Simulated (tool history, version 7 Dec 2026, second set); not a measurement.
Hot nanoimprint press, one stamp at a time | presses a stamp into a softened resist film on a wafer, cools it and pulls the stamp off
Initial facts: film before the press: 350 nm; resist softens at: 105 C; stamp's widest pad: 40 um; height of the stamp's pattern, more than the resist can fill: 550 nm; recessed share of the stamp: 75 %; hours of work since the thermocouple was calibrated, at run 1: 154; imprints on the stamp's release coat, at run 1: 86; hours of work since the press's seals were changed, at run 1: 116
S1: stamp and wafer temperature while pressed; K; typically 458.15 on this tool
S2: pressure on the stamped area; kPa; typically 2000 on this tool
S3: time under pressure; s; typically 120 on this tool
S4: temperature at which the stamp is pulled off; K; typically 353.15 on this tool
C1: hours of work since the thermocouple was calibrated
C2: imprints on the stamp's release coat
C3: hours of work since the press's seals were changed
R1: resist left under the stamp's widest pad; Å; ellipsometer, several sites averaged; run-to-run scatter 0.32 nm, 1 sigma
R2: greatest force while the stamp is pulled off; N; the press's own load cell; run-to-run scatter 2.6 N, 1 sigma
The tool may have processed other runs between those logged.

Run 1, hour 0: usual settings; C1 154; C2 86; C3 116. Result: R1 1428 Å, R2 122 N.
Run 2, hour 8.7: usual settings; C1 159; C2 112; C3 120. Result: R1 1424 Å, R2 124 N.
Run 3, hour 16.5: usual settings; C1 162; C2 136; C3 124. Result: R1 1422 Å, R2 130 N.
Run 4, hour 23.1: usual settings but S3 149 s; C1 165; C2 155; C3 127. Result: R1 1316 Å, R2 125 N.
Run 5, hour 29.7: usual settings but S1 455.15 K, S3 149 s; C1 169; C2 176; C3 130. Result: R1 1478 Å, R2 130 N.
Run 6, hour 41.8: usual settings but S1 455.15 K, S3 149 s; C1 174; C2 212; C3 136. Result: R1 1476 Å, R2 125 N.
Run 7, hour 49.1: usual settings but S1 455.15 K, S3 149 s; C1 178; C2 234; C3 139. Result: R1 1481 Å, R2 130 N.
Run 8, hour 56.5: usual settings; C1 181; C2 256; C3 143. Result: R1 1419 Å, R2 126 N.
Run 9, hour 65.4: usual settings; C1 185; C2 283; C3 147. Result: R1 1421 Å, R2 128 N.
Run 10, hour 76.8: usual settings; C1 191; C2 317; C3 152. Result: R1 1426 Å, R2 134 N.
Run 11, hour 82: usual settings; C1 193; C2 333; C3 155. Result: R1 1414 Å, R2 134 N.
Run 12, hour 92.9: usual settings; C1 198; C2 366; C3 160. Result: R1 1422 Å, R2 136 N.
Run 13, hour 102.1: usual settings but S3 229 s; C1 203; C2 393; C3 164. Result: R1 1121 Å, R2 137 N.
Run 14, hour 108.5: usual settings but S1 468.15 K, S3 229 s; C1 206; C2 413; C3 167. Result: R1 755 Å, R2 138 N.
Run 15, hour 116.5: usual settings but S1 468.15 K, S3 229 s; C1 209; C2 437; C3 171. Result: R1 752 Å, R2 137 N.
At hour 120.3: plate thermocouple calibrated.
Run 16, hour 130.2: usual settings but S1 468.15 K, S3 229 s; C1 5; C2 469; C3 176. Result: R1 750 Å, R2 139 N.
Run 17, hour 141.1: usual settings but S2 1350 kPa, S4 346.15 K; C1 10; C2 502; C3 181. Result: R1 1734 Å, R2 156 N.
Run 18, hour 151.8: usual settings but S1 449.15 K, S2 1810 kPa, S4 341.15 K; C1 15; C2 534; C3 186. Result: R1 2081 Å, R2 165 N.
Run 19, hour 159.9: usual settings but S1 470.15 K, S2 3200 kPa; C1 19; C2 559; C3 190. Result: R1 681 Å, R2 138 N.
Run 20, hour 167.5: usual settings but S1 459.15 K, S2 3080 kPa, S3 143 s, S4 344.15 K; C1 22; C2 582; C3 194. Result: R1 999 Å, R2 157 N.
At hour 175.4: plate thermocouple calibrated, once more.
Run 21, hour 180.5: usual settings but S1 459.15 K, S2 3080 kPa, S3 143 s, S4 344.15 K; C1 2; C2 612; C3 198. Result: R1 1021 Å, R2 169 N.
Run 22, hour 190.2: usual settings but S1 459.15 K, S2 3080 kPa, S3 143 s, S4 344.15 K; C1 7; C2 641; C3 203. Result: R1 1022 Å, R2 166 N.
Run 23, hour 199.7: usual settings but S2 1270 kPa, S4 342.15 K; C1 11; C2 669; C3 208. Result: R1 1825 Å, R2 176 N.
Run 24, hour 210: usual settings but S1 464.15 K, S2 1550 kPa; C1 16; C2 701; C3 212. Result: R1 1319 Å, R2 148 N.
Run 25, hour 222.3: usual settings but S1 446.15 K, S2 2230 kPa, S4 357.15 K; C1 22; C2 738; C3 218. Result: R1 2163 Å, R2 143 N.
Run 26, hour 233.3: usual settings but S1 446.15 K, S4 344.15 K; C1 27; C2 771; C3 223. Result: R1 2257 Å, R2 177 N.
Run 27, hour 244.6: usual settings but S1 446.15 K, S4 344.15 K; C1 33; C2 805; C3 229. Result: R1 2249 Å, R2 187 N.
Run 28, hour 251.3: usual settings but S1 446.15 K, S4 344.15 K; C1 36; C2 825; C3 232. Result: R1 2256 Å, R2 182 N.

How the hidden state differs across the entries between the runs, from the last listed run before each to the first after it:
In the gap between runs 15 and 16: plate thermocouple calibrated (hour 120.3)
  true temperature over the reading, C: 0.4 -> 0.47; pressure that arrives at the usual setting, %: 99.97 -> 99.94; grip of the stamp's worn release coat, % over a new coat's: 15.8 -> 17
  measured result minus the result with no hidden state, R1: -11 -> -13 Å; R2: +18 -> +20 N
In the gap between runs 20 and 21: plate thermocouple calibrated, once more (hour 175.4)
  true temperature over the reading, C: 0.5 -> -0.05; pressure that arrives at the usual setting, %: 99.85 -> 99.83; grip of the stamp's worn release coat, % over a new coat's: 21.3 -> 22.4
  measured result minus the result with no hidden state, R1: -19 -> +4 Å; R2: +27 -> +31 N

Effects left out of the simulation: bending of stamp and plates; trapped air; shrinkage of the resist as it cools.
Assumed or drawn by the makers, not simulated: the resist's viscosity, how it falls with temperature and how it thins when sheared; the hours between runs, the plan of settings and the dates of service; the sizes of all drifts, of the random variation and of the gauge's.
